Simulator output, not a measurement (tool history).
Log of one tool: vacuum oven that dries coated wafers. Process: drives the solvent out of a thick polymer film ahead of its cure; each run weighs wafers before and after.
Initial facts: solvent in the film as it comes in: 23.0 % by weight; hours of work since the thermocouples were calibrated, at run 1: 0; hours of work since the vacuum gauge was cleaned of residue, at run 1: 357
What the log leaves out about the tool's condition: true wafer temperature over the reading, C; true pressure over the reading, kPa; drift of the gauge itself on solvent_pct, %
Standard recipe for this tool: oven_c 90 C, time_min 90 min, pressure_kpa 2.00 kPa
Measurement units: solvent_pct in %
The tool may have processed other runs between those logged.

run	hour	oven_c	time_min	pressure_kpa	hours of work since the thermocouples were calibrated	hours of work since the vacuum gauge was cleaned of residue	solvent_pct
1	0.0	90	90	2.00	0	357	5.10
2	13.0	90	90	2.00	8	365	5.01
3	27.8	90	90	2.00	17	374	4.93
4	38.8	90	90	2.00	24	381	5.02
5	47.5	90	90	2.00	29	386	5.05
6	57.0	90	90	6.29	35	392	8.36
7	71.9	90	62	2.00	44	401	7.25
8	84.9	90	118	2.00	52	409	3.74
9	95.0	90	90	1.32	58	415	4.54
10	102.6	90	90	1.25	63	420	4.53
11	113.6	90	90	1.25	70	427	4.58
12	124.1	87	90	2.00	76	433	6.52
13	138.1	87	90	2.00	85	442	6.53
14	145.4	90	90	2.00	89	446	5.18
15	153.8	90	90	2.00	94	451	4.99
16	165.7	90	90	2.00	101	458	5.17
17	173.5	90	90	2.00	106	463	5.09
18	185.6	88	143	1.45	114	471	3.08
19	193.8	88	143	1.45	119	476	3.25
20	204.7	87	90	1.03	125	482	5.71
21	216.3	87	90	1.03	132	489	5.80
22	230.6	87	109	1.29	141	498	4.96
23	238.8	79	51	2.00	146	503	14.30
24	248.0	98	90	3.26	152	509	3.21
25	261.8	98	90	3.26	160	517	3.09
26	269.7	104	75	2.00	165	522	1.58
27	283.9	104	75	2.00	174	531	1.56
28	298.3	104	75	2.00	183	540	1.52
29	306.7	83	75	6.95	188	545	13.92

What if the next run were any one of these 4? Each begins from the tool's condition after run 29:
A	313.7	83	48	1.66	192	549	?
B	313.7	82	90	2.00	192	549	?
C	313.7	93	90	2.00	192	549	?
D	313.7	83	75	3.87	192	549	?

run	solvent_pct
A	11.96
B	9.29
C	3.93
D	11.03
Take away the tool's hidden state, keep each run's random variation, and the runs would have read:
run	solvent_pct
A	11.77
B	9.04
C	3.73
D	10.80
